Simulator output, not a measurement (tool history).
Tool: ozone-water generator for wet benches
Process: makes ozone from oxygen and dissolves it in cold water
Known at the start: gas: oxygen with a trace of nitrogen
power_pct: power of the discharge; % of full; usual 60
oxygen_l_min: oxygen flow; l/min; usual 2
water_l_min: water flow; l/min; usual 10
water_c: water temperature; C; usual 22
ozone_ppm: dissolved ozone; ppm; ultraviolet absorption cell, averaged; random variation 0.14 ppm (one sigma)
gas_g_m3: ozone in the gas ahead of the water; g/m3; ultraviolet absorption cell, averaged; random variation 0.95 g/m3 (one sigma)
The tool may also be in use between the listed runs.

run 1 hour=0 | power_pct=60 oxygen_l_min=2 water_l_min=10 water_c=22 | ozone_ppm=14.9 gas_g_m3=160.7
run 2 hour=84.3 | power_pct=60 oxygen_l_min=2 water_l_min=10 water_c=22 | ozone_ppm=15.1 gas_g_m3=158.7
run 3 hour=157.4 | power_pct=60 oxygen_l_min=2 water_l_min=7 water_c=22 | ozone_ppm=19.5 gas_g_m3=158.4
run 4 hour=202.7 | power_pct=60 oxygen_l_min=2 water_l_min=7 water_c=22 | ozone_ppm=19.6 gas_g_m3=158.8
run 5 hour=251.7 | power_pct=60 oxygen_l_min=2 water_l_min=7 water_c=22 | ozone_ppm=19.2 gas_g_m3=157.8
run 6 hour=290.7 | power_pct=60 oxygen_l_min=2 water_l_min=7 water_c=22 | ozone_ppm=19.2 gas_g_m3=157.8
run 7 hour=381.4 | power_pct=60 oxygen_l_min=2 water_l_min=10 water_c=22 | ozone_ppm=15.1 gas_g_m3=158.2
run 8 hour=440.2 | power_pct=60 oxygen_l_min=2 water_l_min=10 water_c=22 | ozone_ppm=14.7 gas_g_m3=155.8
run 9 hour=512 | power_pct=60 oxygen_l_min=2 water_l_min=11 water_c=22 | ozone_ppm=13.7 gas_g_m3=156.1
run 10 hour=563.3 | power_pct=60 oxygen_l_min=2 water_l_min=11 water_c=22 | ozone_ppm=13.3 gas_g_m3=158
run 11 hour=601.1 | power_pct=60 oxygen_l_min=2 water_l_min=11 water_c=22 | ozone_ppm=13.5 gas_g_m3=156.9
run 12 hour=687.1 | power_pct=60 oxygen_l_min=2 water_l_min=11 water_c=22 | ozone_ppm=13.7 gas_g_m3=157.3
run 13 hour=767.3 | power_pct=60 oxygen_l_min=2 water_l_min=10 water_c=22 | ozone_ppm=14.7 gas_g_m3=154.4
run 14 hour=837.9 | power_pct=60 oxygen_l_min=2 water_l_min=10 water_c=22 | ozone_ppm=14.5 gas_g_m3=156.1
-- hour=845 water thermometer calibrated
run 15 hour=880.8 | power_pct=60 oxygen_l_min=2 water_l_min=10 water_c=22 | ozone_ppm=14.6 gas_g_m3=154.8
run 16 hour=942.2 | power_pct=60 oxygen_l_min=2 water_l_min=10 water_c=22 | ozone_ppm=14.5 gas_g_m3=154.5
run 17 hour=1023.1 | power_pct=60 oxygen_l_min=2 water_l_min=9 water_c=25 | ozone_ppm=15.3 gas_g_m3=155.1
-- hour=1029.3 water thermometer calibrated, once more
run 18 hour=1107.3 | power_pct=53 oxygen_l_min=2 water_l_min=8 water_c=22 | ozone_ppm=15.6 gas_g_m3=141
run 19 hour=1160.3 | power_pct=89 oxygen_l_min=1.11 water_l_min=10 water_c=22 | ozone_ppm=16.8 gas_g_m3=263.6
-- hour=1222.6 contactor cleaned
run 20 hour=1227.6 | power_pct=56 oxygen_l_min=2 water_l_min=10 water_c=22 | ozone_ppm=14.3 gas_g_m3=146.9
run 21 hour=1276.5 | power_pct=88 oxygen_l_min=2 water_l_min=10 water_c=22 | ozone_ppm=20 gas_g_m3=202.6
run 22 hour=1365.5 | power_pct=88 oxygen_l_min=2 water_l_min=10 water_c=22 | ozone_ppm=19.9 gas_g_m3=201.8
run 23 hour=1456.6 | power_pct=76 oxygen_l_min=2 water_l_min=10 water_c=26 | ozone_ppm=16.7 gas_g_m3=182.4
run 24 hour=1547.5 | power_pct=76 oxygen_l_min=2 water_l_min=10 water_c=26 | ozone_ppm=16.8 gas_g_m3=182.2
run 25 hour=1618.7 | power_pct=76 oxygen_l_min=1.66 water_l_min=10 water_c=26 | ozone_ppm=16.3 gas_g_m3=196.9
run 26 hour=1687.6 | power_pct=76 oxygen_l_min=1.66 water_l_min=10 water_c=26 | ozone_ppm=16.5 gas_g_m3=194.5
run 27 hour=1748 | power_pct=46 oxygen_l_min=2.69 water_l_min=12 water_c=17 | ozone_ppm=11.9 gas_g_m3=111.4
run 28 hour=1814.8 | power_pct=46 oxygen_l_min=2.6 water_l_min=7 water_c=19 | ozone_ppm=17.1 gas_g_m3=113.4
run 29 hour=1873.2 | power_pct=69 oxygen_l_min=1.59 water_l_min=9 water_c=19 | ozone_ppm=17.9 gas_g_m3=185.7
run 30 hour=1923.8 | power_pct=60 oxygen_l_min=1.01 water_l_min=8 water_c=22 | ozone_ppm=15.2 gas_g_m3=202.8
run 31 hour=1985.5 | power_pct=47 oxygen_l_min=2 water_l_min=7 water_c=15 | ozone_ppm=17.9 gas_g_m3=126.8
run 32 hour=2075.8 | power_pct=53 oxygen_l_min=2 water_l_min=10 water_c=22 | ozone_ppm=13.3 gas_g_m3=139.4

The same runs without the tool's hidden state, with the same run-to-run variation:
The hidden state here: yield of the discharge, % of new electrodes'; contactor's efficiency, % of a clean one's; true water temperature over the reading, C; drift of the gauge itself on ozone_ppm, %; drift of the gauge itself on gas_g_m3, %.
run=1 ozone_ppm=15.8 gas_g_m3=163.5
run=2 ozone_ppm=16 gas_g_m3=161.8
run=3 ozone_ppm=20.5 gas_g_m3=161.7
run=4 ozone_ppm=20.7 gas_g_m3=162.3
run=5 ozone_ppm=20.4 gas_g_m3=161.5
run=6 ozone_ppm=20.4 gas_g_m3=161.6
run=7 ozone_ppm=16.2 gas_g_m3=162.3
run=8 ozone_ppm=15.8 gas_g_m3=160.1
run=9 ozone_ppm=14.8 gas_g_m3=160.7
run=10 ozone_ppm=14.5 gas_g_m3=162.9
run=11 ozone_ppm=14.7 gas_g_m3=161.9
run=12 ozone_ppm=14.9 gas_g_m3=162.6
run=13 ozone_ppm=16 gas_g_m3=160
run=14 ozone_ppm=15.9 gas_g_m3=162
run=15 ozone_ppm=16 gas_g_m3=160.8
run=16 ozone_ppm=15.9 gas_g_m3=160.7
run=17 ozone_ppm=16.8 gas_g_m3=161.7
run=18 ozone_ppm=17.1 gas_g_m3=146.7
run=19 ozone_ppm=18.9 gas_g_m3=280
run=20 ozone_ppm=14.9 gas_g_m3=153.5
run=21 ozone_ppm=21.4 gas_g_m3=215.9
run=22 ozone_ppm=21.3 gas_g_m3=215.6
run=23 ozone_ppm=17.8 gas_g_m3=194.3
run=24 ozone_ppm=18 gas_g_m3=194.5
run=25 ozone_ppm=17.5 gas_g_m3=210.7
run=26 ozone_ppm=17.8 gas_g_m3=208.6
run=27 ozone_ppm=12.5 gas_g_m3=116.6
run=28 ozone_ppm=18 gas_g_m3=118.9
run=29 ozone_ppm=19.3 gas_g_m3=199.2
run=30 ozone_ppm=16.4 gas_g_m3=216.2
run=31 ozone_ppm=19 gas_g_m3=133.6
run=32 ozone_ppm=14.3 gas_g_m3=148.1

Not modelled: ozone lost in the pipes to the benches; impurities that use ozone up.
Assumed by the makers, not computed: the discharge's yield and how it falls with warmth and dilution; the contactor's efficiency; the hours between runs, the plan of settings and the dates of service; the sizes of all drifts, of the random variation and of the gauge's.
